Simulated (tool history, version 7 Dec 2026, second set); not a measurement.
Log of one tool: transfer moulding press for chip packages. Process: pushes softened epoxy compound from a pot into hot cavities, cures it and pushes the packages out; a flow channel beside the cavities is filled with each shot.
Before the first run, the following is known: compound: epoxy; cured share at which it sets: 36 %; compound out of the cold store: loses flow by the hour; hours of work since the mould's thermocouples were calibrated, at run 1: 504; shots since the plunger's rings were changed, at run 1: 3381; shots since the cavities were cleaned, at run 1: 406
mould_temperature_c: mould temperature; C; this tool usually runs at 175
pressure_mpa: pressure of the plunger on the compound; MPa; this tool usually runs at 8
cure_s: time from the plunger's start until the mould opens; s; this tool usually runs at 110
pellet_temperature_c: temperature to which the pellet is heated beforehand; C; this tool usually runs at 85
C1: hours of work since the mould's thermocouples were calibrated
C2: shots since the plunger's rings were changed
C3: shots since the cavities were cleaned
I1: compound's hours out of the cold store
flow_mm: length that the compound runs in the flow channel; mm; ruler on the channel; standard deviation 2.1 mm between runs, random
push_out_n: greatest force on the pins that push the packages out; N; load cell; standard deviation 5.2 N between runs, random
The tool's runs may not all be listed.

{"run": 1, "day": 0.0, "mould_temperature_c": 175, "pressure_mpa": 8, "cure_s": 110, "pellet_temperature_c": 85, "C1": 504, "C2": 3381, "C3": 406, "I1": 44.5, "flow_mm": 573, "push_out_n": 294}
{"day": 0.758, "done": "cavities cleaned with cleaning compound and waxed"}
{"run": 2, "day": 2.996, "mould_temperature_c": 175, "pressure_mpa": 8, "cure_s": 110, "pellet_temperature_c": 85, "C1": 540, "C2": 3944, "C3": 430, "I1": 44.9, "flow_mm": 567, "push_out_n": 307}
{"day": 3.792, "done": "cavities cleaned with cleaning compound and waxed"}
{"run": 3, "day": 5.979, "mould_temperature_c": 175, "pressure_mpa": 8, "cure_s": 110, "pellet_temperature_c": 85, "C1": 577, "C2": 4505, "C3": 421, "I1": 41.7, "flow_mm": 575, "push_out_n": 299}
{"day": 6.567, "done": "cavities cleaned with cleaning compound and waxed"}
{"run": 4, "day": 8.921, "mould_temperature_c": 174, "pressure_mpa": 8, "cure_s": 110, "pellet_temperature_c": 85, "C1": 613, "C2": 5058, "C3": 452, "I1": 14, "flow_mm": 669, "push_out_n": 325}
{"day": 9.35, "done": "cavities cleaned with cleaning compound and waxed"}
{"day": 11.238, "done": "mould's thermocouples calibrated"}
{"run": 5, "day": 12.079, "mould_temperature_c": 174, "pressure_mpa": 8, "cure_s": 110, "pellet_temperature_c": 85, "C1": 10, "C2": 5636, "C3": 508, "I1": 18.6, "flow_mm": 648, "push_out_n": 330}
{"day": 12.404, "done": "cavities cleaned with cleaning compound and waxed"}
{"day": 15.362, "done": "cavities cleaned with cleaning compound and waxed"}
{"run": 6, "day": 16.012, "mould_temperature_c": 174, "pressure_mpa": 8, "cure_s": 110, "pellet_temperature_c": 85, "C1": 58, "C2": 6368, "C3": 126, "I1": 18.6, "flow_mm": 639, "push_out_n": 244}
{"day": 18.029, "done": "plunger's sealing rings changed"}
{"day": 18.421, "done": "cavities cleaned with cleaning compound and waxed"}
{"run": 7, "day": 18.421, "mould_temperature_c": 175, "pressure_mpa": 8, "cure_s": 110, "pellet_temperature_c": 85, "C1": 86, "C2": 63, "C3": 0, "I1": 38.6, "flow_mm": 605, "push_out_n": 164}
{"run": 8, "day": 20.808, "mould_temperature_c": 175, "pressure_mpa": 8, "cure_s": 91, "pellet_temperature_c": 85, "C1": 115, "C2": 521, "C3": 458, "I1": 46, "flow_mm": 579, "push_out_n": 377}
{"day": 21.242, "done": "cavities cleaned with cleaning compound and waxed"}
{"day": 24.167, "done": "cavities cleaned with cleaning compound and waxed"}
{"run": 9, "day": 24.45, "mould_temperature_c": 171, "pressure_mpa": 8, "cure_s": 91, "pellet_temperature_c": 85, "C1": 159, "C2": 1197, "C3": 54, "I1": 33.7, "flow_mm": 628, "push_out_n": 311}
{"day": 27.079, "done": "cavities cleaned with cleaning compound and waxed"}
{"run": 10, "day": 27.996, "mould_temperature_c": 171, "pressure_mpa": 8, "cure_s": 91, "pellet_temperature_c": 85, "C1": 203, "C2": 1865, "C3": 176, "I1": 23.3, "flow_mm": 661, "push_out_n": 367}
{"run": 11, "day": 29.7, "mould_temperature_c": 171, "pressure_mpa": 8, "cure_s": 91, "pellet_temperature_c": 85, "C1": 224, "C2": 2193, "C3": 504, "I1": 34.4, "flow_mm": 619, "push_out_n": 474}
{"day": 29.954, "done": "cavities cleaned with cleaning compound and waxed"}
{"day": 32.725, "done": "cavities cleaned with cleaning compound and waxed"}
{"run": 12, "day": 32.725, "mould_temperature_c": 175, "pressure_mpa": 8, "cure_s": 110, "pellet_temperature_c": 85, "C1": 260, "C2": 2749, "C3": 0, "I1": 13.8, "flow_mm": 680, "push_out_n": 175}
{"run": 13, "day": 34.854, "mould_temperature_c": 175, "pressure_mpa": 8, "cure_s": 110, "pellet_temperature_c": 85, "C1": 286, "C2": 3159, "C3": 410, "I1": 21.4, "flow_mm": 646, "push_out_n": 300}
{"day": 35.646, "done": "cavities cleaned with cleaning compound and waxed"}
{"run": 14, "day": 36.729, "mould_temperature_c": 175, "pressure_mpa": 8, "cure_s": 110, "pellet_temperature_c": 85, "C1": 309, "C2": 3507, "C3": 208, "I1": 17.9, "flow_mm": 656, "push_out_n": 255}
{"day": 38.588, "done": "cavities cleaned with cleaning compound and waxed"}
{"run": 15, "day": 39.604, "mould_temperature_c": 178, "pressure_mpa": 8.25, "cure_s": 110, "pellet_temperature_c": 81, "C1": 344, "C2": 4046, "C3": 194, "I1": 10.2, "flow_mm": 682, "push_out_n": 237}
{"day": 41.446, "done": "cavities cleaned with cleaning compound and waxed"}
{"run": 16, "day": 41.446, "mould_temperature_c": 170, "pressure_mpa": 8.25, "cure_s": 116, "pellet_temperature_c": 81, "C1": 366, "C2": 4388, "C3": 0, "I1": 14, "flow_mm": 694, "push_out_n": 190}
{"day": 44.317, "done": "cavities cleaned with cleaning compound and waxed"}
{"run": 17, "day": 44.317, "mould_temperature_c": 182, "pressure_mpa": 7.06, "cure_s": 97, "pellet_temperature_c": 85, "C1": 401, "C2": 4928, "C3": 0, "I1": 25.5, "flow_mm": 566, "push_out_n": 167}
{"run": 18, "day": 45.979, "mould_temperature_c": 174, "pressure_mpa": 8, "cure_s": 110, "pellet_temperature_c": 85, "C1": 422, "C2": 5247, "C3": 319, "I1": 25.1, "flow_mm": 624, "push_out_n": 295}
{"day": 47.162, "done": "cavities cleaned with cleaning compound and waxed"}
{"run": 19, "day": 48.071, "mould_temperature_c": 177, "pressure_mpa": 8, "cure_s": 110, "pellet_temperature_c": 85, "C1": 447, "C2": 5636, "C3": 174, "I1": 25.9, "flow_mm": 611, "push_out_n": 229}
{"day": 50.0, "done": "cavities cleaned with cleaning compound and waxed"}
{"run": 20, "day": 51.483, "mould_temperature_c": 177, "pressure_mpa": 8, "cure_s": 97, "pellet_temperature_c": 85, "C1": 488, "C2": 6280, "C3": 285, "I1": 38.7, "flow_mm": 568, "push_out_n": 287}
{"day": 52.921, "done": "cavities cleaned with cleaning compound and waxed"}
{"day": 54.204, "done": "plunger's sealing rings changed"}
{"run": 21, "day": 55.142, "mould_temperature_c": 167, "pressure_mpa": 6.71, "cure_s": 110, "pellet_temperature_c": 79, "C1": 532, "C2": 180, "C3": 406, "I1": 37.6, "flow_mm": 580, "push_out_n": 448}
{"day": 56.0, "done": "cavities cleaned with cleaning compound and waxed"}
{"run": 22, "day": 58.046, "mould_temperature_c": 168, "pressure_mpa": 8.76, "cure_s": 110, "pellet_temperature_c": 79, "C1": 567, "C2": 726, "C3": 393, "I1": 26.5, "flow_mm": 700, "push_out_n": 405}
{"day": 58.825, "done": "cavities cleaned with cleaning compound and waxed"}
{"run": 23, "day": 61.142, "mould_temperature_c": 175, "pressure_mpa": 9.22, "cure_s": 124, "pellet_temperature_c": 94, "C1": 605, "C2": 1308, "C3": 444, "I1": 38.1, "flow_mm": 646, "push_out_n": 297}
{"day": 61.929, "done": "cavities cleaned with cleaning compound and waxed"}
{"run": 24, "day": 63.125, "mould_temperature_c": 175, "pressure_mpa": 9.61, "cure_s": 135, "pellet_temperature_c": 85, "C1": 629, "C2": 1677, "C3": 229, "I1": 35.1, "flow_mm": 669, "push_out_n": 241}
{"day": 63.9, "done": "mould's thermocouples calibrated"}
{"day": 64.879, "done": "cavities cleaned with cleaning compound and waxed"}
{"run": 25, "day": 64.933, "mould_temperature_c": 174, "pressure_mpa": 8.1, "cure_s": 92, "pellet_temperature_c": 94, "C1": 12, "C2": 1996, "C3": 10, "I1": 34.6, "flow_mm": 615, "push_out_n": 218}

3 options for the next run, each taken on its own from the tool as it stands now. Forecast them:
{"day": 67.688, "done": "cavities cleaned with cleaning compound and waxed"}
{"run": "A", "day": 68.946, "mould_temperature_c": 175, "pressure_mpa": 8, "cure_s": 137, "pellet_temperature_c": 85, "C1": 61, "C2": 2755, "C3": 242, "I1": 27.3, "flow_mm": "?", "push_out_n": "?"}
{"day": 67.688, "done": "cavities cleaned with cleaning compound and waxed"}
{"run": "B", "day": 68.946, "mould_temperature_c": 175, "pressure_mpa": 8, "cure_s": 99, "pellet_temperature_c": 83, "C1": 61, "C2": 2755, "C3": 242, "I1": 42, "flow_mm": "?", "push_out_n": "?"}
{"day": 67.688, "done": "cavities cleaned with cleaning compound and waxed"}
{"run": "C", "day": 68.946, "mould_temperature_c": 175, "pressure_mpa": 7.43, "cure_s": 110, "pellet_temperature_c": 85, "C1": 61, "C2": 2755, "C3": 242, "I1": 38.3, "flow_mm": "?", "push_out_n": "?"}

run=A flow_mm=630 push_out_n=241
run=B flow_mm=585 push_out_n=274
run=C flow_mm=569 push_out_n=256
Take away the tool's hidden state, keep each run's random variation, and the runs would have read:
run=A flow_mm=646 push_out_n=155
run=B flow_mm=600 push_out_n=177
run=C flow_mm=584 push_out_n=167
